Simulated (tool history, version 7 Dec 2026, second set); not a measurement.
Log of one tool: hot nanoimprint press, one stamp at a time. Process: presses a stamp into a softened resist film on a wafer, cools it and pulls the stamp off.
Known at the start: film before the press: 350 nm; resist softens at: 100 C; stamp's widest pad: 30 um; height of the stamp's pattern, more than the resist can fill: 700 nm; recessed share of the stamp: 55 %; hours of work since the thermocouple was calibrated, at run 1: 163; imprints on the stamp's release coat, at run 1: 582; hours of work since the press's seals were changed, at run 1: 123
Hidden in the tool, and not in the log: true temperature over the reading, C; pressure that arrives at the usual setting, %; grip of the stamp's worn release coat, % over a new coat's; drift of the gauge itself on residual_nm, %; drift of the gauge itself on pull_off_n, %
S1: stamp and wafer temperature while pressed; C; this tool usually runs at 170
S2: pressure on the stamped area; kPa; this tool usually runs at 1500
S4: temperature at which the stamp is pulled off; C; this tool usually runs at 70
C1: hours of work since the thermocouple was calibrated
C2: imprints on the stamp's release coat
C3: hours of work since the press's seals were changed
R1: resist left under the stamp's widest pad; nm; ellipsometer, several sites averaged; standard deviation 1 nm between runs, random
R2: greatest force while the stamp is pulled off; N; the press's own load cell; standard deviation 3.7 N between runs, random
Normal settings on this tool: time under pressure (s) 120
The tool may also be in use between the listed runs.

{"run": 1, "hour": 0.0, "S1": 170, "S2": 1500, "time under pressure (s)": 120, "S4": 70, "C1": 163, "C2": 582, "C3": 123, "R1": 145.2, "R2": 223}
{"run": 2, "hour": 6.2, "S1": 170, "S2": 2190, "time under pressure (s)": 120, "S4": 70, "C1": 167, "C2": 597, "C3": 127, "R1": 120.3, "R2": 214}
{"run": 3, "hour": 16.7, "S1": 170, "S2": 2190, "time under pressure (s)": 120, "S4": 70, "C1": 173, "C2": 624, "C3": 133, "R1": 120, "R2": 226}
{"run": 4, "hour": 25.8, "S1": 170, "S2": 1550, "time under pressure (s)": 120, "S4": 70, "C1": 179, "C2": 647, "C3": 139, "R1": 143.6, "R2": 226}
{"run": 5, "hour": 33.1, "S1": 170, "S2": 1550, "time under pressure (s)": 120, "S4": 70, "C1": 183, "C2": 665, "C3": 143, "R1": 143, "R2": 233}
{"run": 6, "hour": 38.6, "S1": 170, "S2": 1590, "time under pressure (s)": 88, "S4": 70, "C1": 187, "C2": 679, "C3": 146, "R1": 159.1, "R2": 231}
{"run": 7, "hour": 44.9, "S1": 167, "S2": 1500, "time under pressure (s)": 147, "S4": 66, "C1": 190, "C2": 695, "C3": 150, "R1": 154.6, "R2": 233}
{"run": 8, "hour": 52.3, "S1": 167, "S2": 1500, "time under pressure (s)": 147, "S4": 66, "C1": 195, "C2": 713, "C3": 155, "R1": 156.4, "R2": 238}
{"run": 9, "hour": 57.8, "S1": 167, "S2": 1500, "time under pressure (s)": 147, "S4": 66, "C1": 198, "C2": 727, "C3": 158, "R1": 158.3, "R2": 247}

What will run 10 give?
{"run": 10, "hour": 64.5, "S1": 167, "S2": 1220, "time under pressure (s)": 229, "S4": 70, "C1": 202, "C2": 744, "C3": 162, "R1": "?", "R2": "?"}

{"run 10": {"R1": 148, "R2": 231}}
With the hidden condition absent and the run-to-run variation left alone, this run would have shown R1 151 nm, R2 179 N.
